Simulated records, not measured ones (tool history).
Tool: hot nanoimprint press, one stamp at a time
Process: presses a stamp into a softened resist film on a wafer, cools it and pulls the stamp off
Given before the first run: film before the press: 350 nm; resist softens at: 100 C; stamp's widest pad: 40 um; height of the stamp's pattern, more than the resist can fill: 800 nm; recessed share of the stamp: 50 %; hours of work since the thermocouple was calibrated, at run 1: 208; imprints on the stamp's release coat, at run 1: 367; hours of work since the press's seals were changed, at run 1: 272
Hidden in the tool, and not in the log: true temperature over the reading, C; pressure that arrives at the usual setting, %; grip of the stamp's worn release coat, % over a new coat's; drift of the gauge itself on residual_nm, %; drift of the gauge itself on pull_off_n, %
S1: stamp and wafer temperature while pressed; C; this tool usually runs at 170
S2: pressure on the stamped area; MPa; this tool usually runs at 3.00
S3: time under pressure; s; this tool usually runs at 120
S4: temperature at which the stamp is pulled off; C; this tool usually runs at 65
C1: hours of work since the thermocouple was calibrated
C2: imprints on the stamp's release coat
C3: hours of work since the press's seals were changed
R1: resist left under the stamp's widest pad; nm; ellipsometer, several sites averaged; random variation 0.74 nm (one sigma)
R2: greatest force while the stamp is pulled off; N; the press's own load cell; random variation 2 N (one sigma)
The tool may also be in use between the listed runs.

| run | hour | S1 | S2 | S3 | S4 | C1 | C2 | C3 | R1 | R2 |
|---|---|---|---|---|---|---|---|---|---|---|
| 1 | 0.0 | 170 | 3.00 | 120 | 65 | 208 | 367 | 272 | 206.9 | 176 |
| 2 | 9.6 | 170 | 3.00 | 120 | 65 | 215 | 422 | 280 | 206.7 | 178 |
| 3 | 18.3 | 170 | 3.00 | 120 | 65 | 222 | 471 | 286 | 206.5 | 176 |
| 4 | 28.1 | 170 | 3.00 | 120 | 65 | 229 | 526 | 293 | 205.8 | 181 |
| 5 | 41.2 | 170 | 3.00 | 120 | 65 | 239 | 600 | 303 | 205.0 | 178 |
| 6 | 52.3 | 170 | 4.19 | 120 | 65 | 248 | 663 | 312 | 174.6 | 185 |
|  | 61.7 | stamp cleaned and given a new release coat |
| 7 | 66.0 | 170 | 3.00 | 120 | 65 | 253 | 24 | 317 | 205.4 | 171 |
| 8 | 71.8 | 170 | 3.00 | 120 | 65 | 258 | 57 | 322 | 205.2 | 172 |
| 9 | 79.1 | 170 | 3.00 | 120 | 65 | 263 | 98 | 327 | 205.4 | 171 |
| 10 | 92.6 | 170 | 3.00 | 120 | 65 | 273 | 174 | 337 | 205.5 | 172 |
| 11 | 103.1 | 170 | 3.00 | 120 | 65 | 281 | 233 | 345 | 205.4 | 173 |
| 12 | 108.9 | 170 | 3.00 | 120 | 65 | 286 | 266 | 350 | 205.6 | 175 |
| 13 | 119.9 | 169 | 3.00 | 120 | 65 | 294 | 329 | 358 | 214.0 | 182 |
| 14 | 129.7 | 169 | 3.00 | 120 | 65 | 301 | 383 | 365 | 213.9 | 176 |
| 15 | 140.0 | 161 | 3.00 | 120 | 65 | 309 | 442 | 373 | 278.9 | 176 |
|  | 143.7 | plate thermocouple calibrated |
| 16 | 149.6 | 163 | 3.00 | 120 | 59 | 4 | 479 | 378 | 259.4 | 187 |
| 17 | 156.5 | 170 | 3.00 | 161 | 72 | 10 | 518 | 383 | 185.5 | 165 |
| 18 | 163.8 | 170 | 2.11 | 120 | 60 | 15 | 559 | 389 | 236.8 | 195 |
| 19 | 170.2 | 170 | 2.11 | 120 | 60 | 20 | 595 | 393 | 236.2 | 195 |
| 20 | 178.6 | 181 | 4.42 | 110 | 69 | 26 | 643 | 400 | 106.7 | 177 |
|  | 191.7 | stamp cleaned and given a new release coat |
| 21 | 197.1 | 181 | 2.86 | 120 | 50 | 36 | 30 | 409 | 134.2 | 198 |
| 22 | 209.5 | 181 | 2.86 | 120 | 50 | 45 | 100 | 418 | 132.8 | 198 |
|  | 213.1 | plate thermocouple calibrated, once more |
| 23 | 224.3 | 160 | 3.00 | 120 | 65 | 8 | 167 | 427 | 288.5 | 172 |
| 24 | 233.1 | 160 | 3.00 | 120 | 65 | 15 | 217 | 434 | 286.9 | 177 |
| 25 | 241.7 | 160 | 3.00 | 120 | 65 | 21 | 265 | 440 | 288.3 | 176 |
| 26 | 252.1 | 160 | 3.00 | 120 | 65 | 29 | 324 | 448 | 288.6 | 175 |
| 27 | 262.0 | 160 | 2.43 | 120 | 70 | 37 | 380 | 456 | 300.8 | 169 |
| 28 | 270.9 | 160 | 4.22 | 120 | 54 | 43 | 430 | 462 | 261.4 | 202 |
| 29 | 277.6 | 170 | 3.00 | 234 | 65 | 48 | 468 | 467 | 170.8 | 178 |

4 options for the next run, each taken on its own from the tool as it stands now. Forecast them:
| A | 289.2 | 170 | 2.80 | 208 | 68 | 57 | 533 | 476 | ? | ? |
| B | 289.2 | 170 | 3.00 | 234 | 57 | 57 | 533 | 476 | ? | ? |
| C | 289.2 | 170 | 2.91 | 134 | 65 | 57 | 533 | 476 | ? | ? |
| D | 289.2 | 178 | 4.58 | 81 | 65 | 57 | 533 | 476 | ? | ? |

| run | R1 | R2 |
|---|---|---|
| A | 184.6 | 178 |
| B | 170.2 | 198 |
| C | 206.4 | 180 |
| D | 136.9 | 182 |
Had the tool no hidden state, the same runs would have come out as:
| run | R1 | R2 |
|---|---|---|
| A | 184.5 | 165 |
| B | 170.1 | 184 |
| C | 206.3 | 167 |
| D | 135.9 | 169 |
